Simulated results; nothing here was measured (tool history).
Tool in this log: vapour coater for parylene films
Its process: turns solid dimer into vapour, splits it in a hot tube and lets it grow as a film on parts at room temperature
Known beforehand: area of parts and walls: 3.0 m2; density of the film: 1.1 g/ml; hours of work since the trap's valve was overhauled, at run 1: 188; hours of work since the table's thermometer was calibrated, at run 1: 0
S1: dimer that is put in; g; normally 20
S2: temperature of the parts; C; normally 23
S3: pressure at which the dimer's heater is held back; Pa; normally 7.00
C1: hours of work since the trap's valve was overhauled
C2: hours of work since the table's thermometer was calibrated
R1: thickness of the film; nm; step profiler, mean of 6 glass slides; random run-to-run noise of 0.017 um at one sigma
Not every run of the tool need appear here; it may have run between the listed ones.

| run | hour | S1 | S2 | S3 | C1 | C2 | R1 |
|---|---|---|---|---|---|---|---|
| 1 | 0.0 | 20 | 23 | 7.00 | 188 | 0 | 2750 |
| 2 | 34.6 | 20 | 23 | 7.00 | 209 | 20 | 2730 |
| 3 | 102.8 | 20 | 23 | 7.00 | 249 | 61 | 2690 |
| 4 | 184.1 | 20 | 23 | 7.00 | 297 | 109 | 2660 |
| 5 | 245.5 | 20 | 23 | 7.00 | 333 | 145 | 2630 |
|  | 289.1 | trap's valve overhauled |
| 6 | 330.7 | 20 | 23 | 2.61 | 25 | 193 | 3260 |
| 7 | 393.0 | 20 | 18 | 3.74 | 61 | 230 | 3560 |
| 8 | 460.3 | 10 | 33 | 7.50 | 101 | 270 | 1090 |

Expected results for the next run?
| 9 | 544.2 | 10 | 33 | 7.50 | 151 | 319 | ? |

{"run 9": {"R1": 1070}}
On a tool with no hidden condition, and with the same random variation, this run would have come out at R1 1110 nm.
